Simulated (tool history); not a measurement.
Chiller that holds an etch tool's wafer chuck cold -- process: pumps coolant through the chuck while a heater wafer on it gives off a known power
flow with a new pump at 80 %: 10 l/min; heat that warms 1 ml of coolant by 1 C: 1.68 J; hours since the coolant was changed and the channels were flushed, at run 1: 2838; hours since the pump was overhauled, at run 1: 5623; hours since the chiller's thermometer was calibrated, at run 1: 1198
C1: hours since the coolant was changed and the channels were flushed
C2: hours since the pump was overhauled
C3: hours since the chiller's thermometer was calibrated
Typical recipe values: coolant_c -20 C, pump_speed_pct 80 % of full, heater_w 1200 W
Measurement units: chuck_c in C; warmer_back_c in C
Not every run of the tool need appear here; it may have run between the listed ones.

Run 1, hour 0: usual settings; C1 2838; C2 5623; C3 1198. Result: chuck_c -11.7 C, warmer_back_c 4.3 C.
Run 2, hour 92.3: usual settings but heater_w 1387 W; C1 2931; C2 5715; C3 1290. Result: chuck_c -10.4 C, warmer_back_c 4.91 C.
Run 3, hour 173.8: usual settings; C1 3012; C2 5797; C3 1372. Result: chuck_c -11.7 C, warmer_back_c 4.37 C.
Run 4, hour 305.3: usual settings; C1 3144; C2 5928; C3 1503. Result: chuck_c -11.8 C, warmer_back_c 4.35 C.
Run 5, hour 432.5: usual settings; C1 3271; C2 6055; C3 1630. Result: chuck_c -11.8 C, warmer_back_c 4.37 C.
Run 6, hour 531.9: usual settings but heater_w 1767 W; C1 3370; C2 6155; C3 1730. Result: chuck_c -7.8 C, warmer_back_c 6.31 C.
Run 7, hour 621.6: usual settings but heater_w 1501 W; C1 3460; C2 6245; C3 1819. Result: chuck_c -9.5 C, warmer_back_c 5.32 C.
Run 8, hour 709.7: usual settings; C1 3548; C2 6333; C3 1907. Result: chuck_c -11.7 C, warmer_back_c 4.34 C.
Run 9, hour 846.7: usual settings; C1 3685; C2 6470; C3 2044. Result: chuck_c -11.5 C, warmer_back_c 4.24 C.
Run 10, hour 946.7: usual settings but heater_w 615 W; C1 3785; C2 6570; C3 2144. Result: chuck_c -15.7 C, warmer_back_c 2.24 C.
Run 11, hour 1069.7: usual settings; C1 3908; C2 6693; C3 2267. Result: chuck_c -11.6 C, warmer_back_c 4.3 C.
Run 12, hour 1157: usual settings but pump_speed_pct 69 % of full; C1 3995; C2 6780; C3 2355. Result: chuck_c -10.5 C, warmer_back_c 5.05 C.
Run 13, hour 1230: usual settings but pump_speed_pct 88 % of full; C1 4068; C2 6853; C3 2428. Result: chuck_c -12.4 C, warmer_back_c 3.89 C.
Run 14, hour 1352: usual settings but heater_w 771 W; C1 4190; C2 6975; C3 2550. Result: chuck_c -14.9 C, warmer_back_c 2.76 C.
Run 15, hour 1447.6: usual settings but heater_w 771 W; C1 4286; C2 7071; C3 2645. Result: chuck_c -14.6 C, warmer_back_c 2.79 C.
At hour 1499.1: chiller's thermometer calibrated.
Run 16, hour 1577.4: usual settings but heater_w 771 W; C1 4415; C2 7199; C3 78. Result: chuck_c -14.5 C, warmer_back_c 2.74 C.
Run 17, hour 1651.8: usual settings but coolant_c -19 C, pump_speed_pct 72 % of full, heater_w 1449 W; C1 4489; C2 7274; C3 153. Result: chuck_c -8.1 C, warmer_back_c 5.82 C.
Run 18, hour 1725.9: usual settings but coolant_c -19 C, pump_speed_pct 94 % of full, heater_w 1555 W; C1 4563; C2 7348; C3 227. Result: chuck_c -9.6 C, warmer_back_c 4.6 C.
Run 19, hour 1814.9: usual settings but coolant_c -10 C, pump_speed_pct 63 % of full, heater_w 800 W; C1 4652; C2 7437; C3 316. Result: chuck_c -3.2 C, warmer_back_c 3.79 C.
Run 20, hour 1901: usual settings but coolant_c -10 C, pump_speed_pct 63 % of full, heater_w 800 W; C1 4739; C2 7523; C3 402. Result: chuck_c -3.1 C, warmer_back_c 3.79 C.
Run 21, hour 1987.7: usual settings but coolant_c -17 C, pump_speed_pct 76 % of full, heater_w 948 W; C1 4825; C2 7610; C3 489. Result: chuck_c -10.1 C, warmer_back_c 3.61 C.
Run 22, hour 2065.8: usual settings but coolant_c -12 C, heater_w 686 W; C1 4903; C2 7688; C3 567. Result: chuck_c -7.3 C, warmer_back_c 2.45 C.
Run 23, hour 2148.7: usual settings but coolant_c -12 C, heater_w 686 W; C1 4986; C2 7771; C3 650. Result: chuck_c -7.3 C, warmer_back_c 2.44 C.
Run 24, hour 2292.1: usual settings but coolant_c -26 C, heater_w 686 W; C1 5130; C2 7914; C3 793. Result: chuck_c -21.3 C, warmer_back_c 2.42 C.
Run 25, hour 2417.6: usual settings but coolant_c -28 C, heater_w 1338 W; C1 5255; C2 8040; C3 919. Result: chuck_c -18.7 C, warmer_back_c 4.77 C.
Run 26, hour 2559.6: usual settings but coolant_c -21 C, pump_speed_pct 76 % of full, heater_w 1219 W; C1 5397; C2 8182; C3 1060. Result: chuck_c -12.3 C, warmer_back_c 4.64 C.
Run 27, hour 2639.1: usual settings but coolant_c -30 C, pump_speed_pct 67 % of full, heater_w 897 W; C1 5477; C2 8261; C3 1140. Result: chuck_c -22.8 C, warmer_back_c 3.94 C.
Run 28, hour 2759.4: usual settings but coolant_c -30 C, pump_speed_pct 84 % of full, heater_w 897 W; C1 5597; C2 8381; C3 1260. Result: chuck_c -23.9 C, warmer_back_c 3.06 C.
Run 29, hour 2899.3: usual settings but coolant_c -30 C, pump_speed_pct 84 % of full, heater_w 897 W; C1 5737; C2 8521; C3 1400. Result: chuck_c -24.1 C, warmer_back_c 3.07 C.
Run 30, hour 2976.2: usual settings but coolant_c -15 C, pump_speed_pct 95 % of full, heater_w 626 W; C1 5814; C2 8598; C3 1477. Result: chuck_c -11.1 C, warmer_back_c 1.89 C.
Run 31, hour 3071.3: usual settings but coolant_c -15 C, pump_speed_pct 95 % of full, heater_w 626 W; C1 5909; C2 8693; C3 1572. Result: chuck_c -11.2 C, warmer_back_c 1.88 C.

What if the next run were any one of these 4? Each begins from the tool's condition after run 31:
At hour 3194.5: coolant changed, channels flushed.
Run A, hour 3213: usual settings but pump_speed_pct 75 % of full; C1 18; C2 8829; C3 1708. Result: chuck_c ?, warmer_back_c ?.
At hour 3194.5: coolant changed, channels flushed.
Run B, hour 3213: usual settings but coolant_c -16 C, pump_speed_pct 62 % of full, heater_w 940 W; C1 18; C2 8829; C3 1708. Result: chuck_c ?, warmer_back_c ?.
At hour 3194.5: coolant changed, channels flushed.
Run C, hour 3213: usual settings but coolant_c -18 C, pump_speed_pct 74 % of full, heater_w 1648 W; C1 18; C2 8829; C3 1708. Result: chuck_c ?, warmer_back_c ?.
At hour 3194.5: coolant changed, channels flushed.
Run D, hour 3213: usual settings but heater_w 1397 W; C1 18; C2 8829; C3 1708. Result: chuck_c ?, warmer_back_c ?.

run  chuck_c  warmer_back_c
  A    -11.3           4.62
  B     -7.9           4.49
  C     -5.9           6.43
  D    -10.3           5.04
The same runs, with their run-to-run variation unchanged, on a tool lacking any hidden condition would have given:
run  chuck_c  warmer_back_c
  A    -11.3            4.6
  B     -7.9           4.48
  C     -5.9           6.41
  D    -10.3           5.02

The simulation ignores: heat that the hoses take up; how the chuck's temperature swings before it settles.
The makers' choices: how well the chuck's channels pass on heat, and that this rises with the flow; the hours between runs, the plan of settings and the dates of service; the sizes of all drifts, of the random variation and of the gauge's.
